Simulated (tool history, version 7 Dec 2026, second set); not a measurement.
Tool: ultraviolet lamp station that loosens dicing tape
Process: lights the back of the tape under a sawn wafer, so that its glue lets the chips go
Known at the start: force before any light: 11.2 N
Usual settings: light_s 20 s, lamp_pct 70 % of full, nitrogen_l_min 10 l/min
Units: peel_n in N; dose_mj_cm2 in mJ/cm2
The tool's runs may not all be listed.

run	hour	light_s	lamp_pct	nitrogen_l_min	peel_n	dose_mj_cm2
1	0.0	20	70	10	1.218	207
2	9.9	20	70	10	1.263	214
3	22.0	20	70	10	1.213	206
4	27.2	20	70	10	1.223	209
5	39.0	20	70	10	1.231	207
6	51.0	21	70	10	1.155	215
7	62.9	21	70	10	1.117	214
8	69.9	20	70	10	1.270	205
9	81.3	20	70	10	1.273	206
10	89.5	16	70	13	1.704	165
11	100.3	26	87	13	0.412	330
# hour 101.8: window cleaned of glue's vapour
12	107.4	23	81	5	1.136	269
13	118.8	20	70	19	0.950	203
14	126.1	33	68	12	0.436	319
15	136.2	20	70	4	2.213	199

Run 16 comes next. What will it give?
16	142.1	32	81	20	?	?

peel_n: 0.290 N
dose_mj_cm2: 372 mJ/cm2
Without the tool's hidden state the same run would have given peel_n 0.253 N, dose_mj_cm2 424 mJ/cm2.

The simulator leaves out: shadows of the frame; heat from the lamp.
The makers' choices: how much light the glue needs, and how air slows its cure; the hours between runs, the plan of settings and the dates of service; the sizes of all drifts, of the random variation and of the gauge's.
